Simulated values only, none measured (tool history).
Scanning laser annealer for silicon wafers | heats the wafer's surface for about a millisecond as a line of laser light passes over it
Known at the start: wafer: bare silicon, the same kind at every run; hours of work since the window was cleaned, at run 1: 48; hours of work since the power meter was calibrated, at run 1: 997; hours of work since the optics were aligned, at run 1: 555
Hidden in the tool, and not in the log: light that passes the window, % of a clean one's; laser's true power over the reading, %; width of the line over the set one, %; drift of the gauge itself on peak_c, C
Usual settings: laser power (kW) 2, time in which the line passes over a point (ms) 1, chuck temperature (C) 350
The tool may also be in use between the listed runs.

run	hour	laser power (kW)	time in which the line passes over a point (ms)	chuck temperature (C)	hours of work since the window was cleaned	hours of work since the power meter was calibrated	hours of work since the optics were aligned	highest temperature of the surface (C)
1	0	2	1	350	48	997	555	1158
2	24	2	1	350	63	1013	570	1157
3	59.3	2	1	350	86	1035	592	1159
4	81.7	2	1	350	100	1049	606	1157
5	109.2	2	1	350	117	1066	624	1159
6	147.9	2	1	350	142	1091	648	1157
7	184.3	2	0.73	350	165	1114	671	1034
8	228.3	2	0.73	350	192	1141	699	1038
9	263.2	2	0.73	350	214	1164	721	1037
10	306.7	2.093	1.08	350	242	1191	748	1228
11	336.1	1.723	0.74	364	260	1210	767	961

Forecast each of these 3 alternatives for the next run:
A	372.2	1.874	1.18	350	283	1232	790	?
B	372.2	1.723	1.15	341	283	1232	790	?
C	372.2	2.01	0.74	333	283	1232	790	?

run	highest temperature of the surface (C)
A	1175
B	1090
C	1028
Without the tool's hidden state the same runs would have given:
run	highest temperature of the surface (C)
A	1175
B	1090
C	1028
